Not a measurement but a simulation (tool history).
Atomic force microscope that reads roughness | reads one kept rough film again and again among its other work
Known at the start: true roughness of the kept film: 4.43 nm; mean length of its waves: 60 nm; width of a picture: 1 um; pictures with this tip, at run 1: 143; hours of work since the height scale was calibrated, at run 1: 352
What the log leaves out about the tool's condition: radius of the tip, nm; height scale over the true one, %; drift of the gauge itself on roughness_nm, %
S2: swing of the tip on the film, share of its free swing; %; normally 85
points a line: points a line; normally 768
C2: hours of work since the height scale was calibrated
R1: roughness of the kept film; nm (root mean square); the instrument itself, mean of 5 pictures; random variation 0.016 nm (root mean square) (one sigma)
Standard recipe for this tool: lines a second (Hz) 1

{"run": 1, "hour": 0.0, "lines a second (Hz)": 1, "S2": 85, "points a line": 768, "pictures with this tip": 143, "C2": 352, "R1": 3.535}
{"run": 2, "hour": 39.3, "lines a second (Hz)": 1, "S2": 85, "points a line": 768, "pictures with this tip": 213, "C2": 376, "R1": 3.429}
{"hour": 47.3, "done": "new tip fitted"}
{"run": 3, "hour": 88.1, "lines a second (Hz)": 1, "S2": 85, "points a line": 768, "pictures with this tip": 73, "C2": 406, "R1": 3.749}
{"run": 4, "hour": 158.3, "lines a second (Hz)": 1, "S2": 85, "points a line": 768, "pictures with this tip": 199, "C2": 449, "R1": 3.519}
{"hour": 170.2, "done": "new tip fitted"}
{"run": 5, "hour": 238.0, "lines a second (Hz)": 1, "S2": 78, "points a line": 768, "pictures with this tip": 121, "C2": 498, "R1": 3.677}
{"run": 6, "hour": 287.9, "lines a second (Hz)": 1, "S2": 78, "points a line": 768, "pictures with this tip": 211, "C2": 529, "R1": 3.523}
{"hour": 294.0, "done": "new tip fitted"}
{"run": 7, "hour": 358.1, "lines a second (Hz)": 1, "S2": 78, "points a line": 768, "pictures with this tip": 114, "C2": 572, "R1": 3.722}
{"hour": 419.8, "done": "new tip fitted"}
{"run": 8, "hour": 424.3, "lines a second (Hz)": 1, "S2": 78, "points a line": 768, "pictures with this tip": 9, "C2": 612, "R1": 3.923}
{"run": 9, "hour": 477.5, "lines a second (Hz)": 1, "S2": 78, "points a line": 768, "pictures with this tip": 104, "C2": 645, "R1": 3.721}
{"run": 10, "hour": 512.6, "lines a second (Hz)": 1, "S2": 78, "points a line": 768, "pictures with this tip": 166, "C2": 667, "R1": 3.588}
{"hour": 547.3, "done": "new tip fitted"}
{"run": 11, "hour": 552.1, "lines a second (Hz)": 1, "S2": 78, "points a line": 768, "pictures with this tip": 8, "C2": 691, "R1": 3.895}
{"run": 12, "hour": 614.1, "lines a second (Hz)": 1, "S2": 78, "points a line": 768, "pictures with this tip": 119, "C2": 729, "R1": 3.663}
{"hour": 670.5, "done": "new tip fitted"}
{"run": 13, "hour": 693.4, "lines a second (Hz)": 1, "S2": 78, "points a line": 768, "pictures with this tip": 41, "C2": 778, "R1": 3.855}
{"run": 14, "hour": 737.5, "lines a second (Hz)": 1, "S2": 78, "points a line": 768, "pictures with this tip": 120, "C2": 805, "R1": 3.707}
{"run": 15, "hour": 772.1, "lines a second (Hz)": 1, "S2": 78, "points a line": 768, "pictures with this tip": 182, "C2": 827, "R1": 3.601}
{"hour": 797.9, "done": "new tip fitted"}
{"run": 16, "hour": 816.6, "lines a second (Hz)": 1, "S2": 85, "points a line": 531, "pictures with this tip": 33, "C2": 854, "R1": 3.777}
{"run": 17, "hour": 894.9, "lines a second (Hz)": 1, "S2": 85, "points a line": 768, "pictures with this tip": 173, "C2": 902, "R1": 3.509}
{"hour": 926.1, "done": "new tip fitted"}
{"run": 18, "hour": 971.8, "lines a second (Hz)": 1, "S2": 85, "points a line": 768, "pictures with this tip": 82, "C2": 949, "R1": 3.678}
{"run": 19, "hour": 1014.0, "lines a second (Hz)": 1.87, "S2": 86, "points a line": 472, "pictures with this tip": 157, "C2": 975, "R1": 3.277}
{"hour": 1049.1, "done": "new tip fitted"}
{"run": 20, "hour": 1068.4, "lines a second (Hz)": 1.87, "S2": 86, "points a line": 472, "pictures with this tip": 34, "C2": 1009, "R1": 3.519}
{"run": 21, "hour": 1138.0, "lines a second (Hz)": 1.87, "S2": 86, "points a line": 472, "pictures with this tip": 159, "C2": 1052, "R1": 3.298}
{"hour": 1176.9, "done": "new tip fitted"}
{"run": 22, "hour": 1194.5, "lines a second (Hz)": 1, "S2": 70, "points a line": 378, "pictures with this tip": 32, "C2": 1086, "R1": 3.897}
{"run": 23, "hour": 1237.4, "lines a second (Hz)": 1, "S2": 70, "points a line": 378, "pictures with this tip": 109, "C2": 1113, "R1": 3.752}
{"run": 24, "hour": 1287.0, "lines a second (Hz)": 0.79, "S2": 56, "points a line": 768, "pictures with this tip": 197, "C2": 1143, "R1": 3.714}
{"hour": 1292.0, "done": "height scale calibrated on a step standard"}
{"hour": 1306.4, "done": "new tip fitted"}
{"run": 25, "hour": 1361.9, "lines a second (Hz)": 3, "S2": 59, "points a line": 768, "pictures with this tip": 100, "C2": 43, "R1": 3.67}
{"hour": 1432.9, "done": "new tip fitted"}
{"run": 26, "hour": 1438.8, "lines a second (Hz)": 0.67, "S2": 74, "points a line": 362, "pictures with this tip": 10, "C2": 90, "R1": 3.907}
{"run": 27, "hour": 1499.2, "lines a second (Hz)": 0.67, "S2": 74, "points a line": 362, "pictures with this tip": 118, "C2": 127, "R1": 3.696}
{"run": 28, "hour": 1538.6, "lines a second (Hz)": 1, "S2": 65, "points a line": 779, "pictures with this tip": 189, "C2": 152, "R1": 3.597}
{"hour": 1557.2, "done": "new tip fitted"}
{"run": 29, "hour": 1574.8, "lines a second (Hz)": 3.16, "S2": 60, "points a line": 974, "pictures with this tip": 31, "C2": 174, "R1": 3.737}
{"hour": 1580.0, "done": "height scale calibrated on a step standard, once more"}
{"run": 30, "hour": 1627.0, "lines a second (Hz)": 1, "S2": 59, "points a line": 768, "pictures with this tip": 123, "C2": 29, "R1": 3.91}
{"run": 31, "hour": 1663.3, "lines a second (Hz)": 1, "S2": 59, "points a line": 768, "pictures with this tip": 188, "C2": 51, "R1": 3.778}
{"hour": 1683.8, "done": "new tip fitted"}
{"run": 32, "hour": 1721.0, "lines a second (Hz)": 1.47, "S2": 70, "points a line": 408, "pictures with this tip": 66, "C2": 87, "R1": 3.848}
{"run": 33, "hour": 1755.8, "lines a second (Hz)": 1.47, "S2": 70, "points a line": 408, "pictures with this tip": 128, "C2": 108, "R1": 3.745}
{"run": 34, "hour": 1792.4, "lines a second (Hz)": 1.47, "S2": 70, "points a line": 408, "pictures with this tip": 194, "C2": 131, "R1": 3.584}
{"hour": 1811.1, "done": "new tip fitted"}
{"run": 35, "hour": 1831.8, "lines a second (Hz)": 1, "S2": 74, "points a line": 1009, "pictures with this tip": 37, "C2": 155, "R1": 3.952}
{"run": 36, "hour": 1866.5, "lines a second (Hz)": 1, "S2": 74, "points a line": 1009, "pictures with this tip": 99, "C2": 176, "R1": 3.818}

Had the tool no unlogged condition, and each run kept its random variation, what would the results have been?
run=1 R1=3.883
run=2 R1=3.899
run=3 R1=3.926
run=4 R1=3.928
run=5 R1=3.974
run=6 R1=3.987
run=7 R1=3.984
run=8 R1=4
run=9 R1=3.986
run=10 R1=3.964
run=11 R1=3.978
run=12 R1=3.97
run=13 R1=4.005
run=14 R1=3.979
run=15 R1=3.989
run=16 R1=3.901
run=17 R1=3.88
run=18 R1=3.922
run=19 R1=3.632
run=20 R1=3.658
run=21 R1=3.635
run=22 R1=4.058
run=23 R1=4.05
run=24 R1=4.19
run=25 R1=3.999
run=26 R1=4.086
run=27 R1=4.094
run=28 R1=4.116
run=29 R1=3.969
run=30 R1=4.153
run=31 R1=4.144
run=32 R1=4.011
run=33 R1=4.019
run=34 R1=3.988
run=35 R1=4.039
run=36 R1=4.039
